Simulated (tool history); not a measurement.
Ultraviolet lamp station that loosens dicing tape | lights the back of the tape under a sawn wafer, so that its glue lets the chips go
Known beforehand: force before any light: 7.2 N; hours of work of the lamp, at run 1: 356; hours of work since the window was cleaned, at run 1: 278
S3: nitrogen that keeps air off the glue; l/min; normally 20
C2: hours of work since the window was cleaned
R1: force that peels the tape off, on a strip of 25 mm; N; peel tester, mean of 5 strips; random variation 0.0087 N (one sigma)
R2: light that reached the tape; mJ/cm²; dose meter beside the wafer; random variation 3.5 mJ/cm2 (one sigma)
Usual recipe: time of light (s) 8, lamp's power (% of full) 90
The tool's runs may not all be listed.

run 1 hour=0.0 | time_of_light_(s)=8 lamp's_power_(%_of_full)=90 S3=20 | hours_of_work_of_the_lamp=356 C2=278 | R1=0.480 R2=481
run 2 hour=9.9 | time_of_light_(s)=8 lamp's_power_(%_of_full)=90 S3=20 | hours_of_work_of_the_lamp=363 C2=285 | R1=0.486 R2=483
run 3 hour=20.6 | time_of_light_(s)=8 lamp's_power_(%_of_full)=90 S3=20 | hours_of_work_of_the_lamp=371 C2=293 | R1=0.501 R2=481
run 4 hour=32.5 | time_of_light_(s)=8 lamp's_power_(%_of_full)=90 S3=20 | hours_of_work_of_the_lamp=379 C2=302 | R1=0.519 R2=476
run 5 hour=37.8 | time_of_light_(s)=8 lamp's_power_(%_of_full)=90 S3=20 | hours_of_work_of_the_lamp=383 C2=305 | R1=0.498 R2=480
run 6 hour=49.6 | time_of_light_(s)=8 lamp's_power_(%_of_full)=90 S3=20 | hours_of_work_of_the_lamp=392 C2=314 | R1=0.476 R2=476
-- hour=50.6 window cleaned of glue's vapour
run 7 hour=59.4 | time_of_light_(s)=8 lamp's_power_(%_of_full)=90 S3=20 | hours_of_work_of_the_lamp=398 C2=6 | R1=0.518 R2=473
run 8 hour=71.8 | time_of_light_(s)=8 lamp's_power_(%_of_full)=90 S3=20 | hours_of_work_of_the_lamp=407 C2=15 | R1=0.527 R2=466
run 9 hour=81.3 | time_of_light_(s)=8 lamp's_power_(%_of_full)=89 S3=9 | hours_of_work_of_the_lamp=414 C2=22 | R1=0.948 R2=463
run 10 hour=90.4 | time_of_light_(s)=13 lamp's_power_(%_of_full)=91 S3=26 | hours_of_work_of_the_lamp=421 C2=29 | R1=0.239 R2=762
run 11 hour=100.7 | time_of_light_(s)=5 lamp's_power_(%_of_full)=90 S3=13 | hours_of_work_of_the_lamp=428 C2=36 | R1=1.544 R2=287
run 12 hour=109.9 | time_of_light_(s)=5 lamp's_power_(%_of_full)=90 S3=13 | hours_of_work_of_the_lamp=435 C2=43 | R1=1.531 R2=280

What will run 13 give?
-- hour=114.2 window cleaned of glue's vapour, once more
run 13 hour=118.4 | time_of_light_(s)=8 lamp's_power_(%_of_full)=90 S3=19 | hours_of_work_of_the_lamp=441 C2=3 | R1=? R2=?

Run 13 gave R1 0.506 N, R2 485 mJ/cm².
The same run, on a tool lacking any hidden state, would have yielded R1 0.371 N, R2 581 mJ/cm².

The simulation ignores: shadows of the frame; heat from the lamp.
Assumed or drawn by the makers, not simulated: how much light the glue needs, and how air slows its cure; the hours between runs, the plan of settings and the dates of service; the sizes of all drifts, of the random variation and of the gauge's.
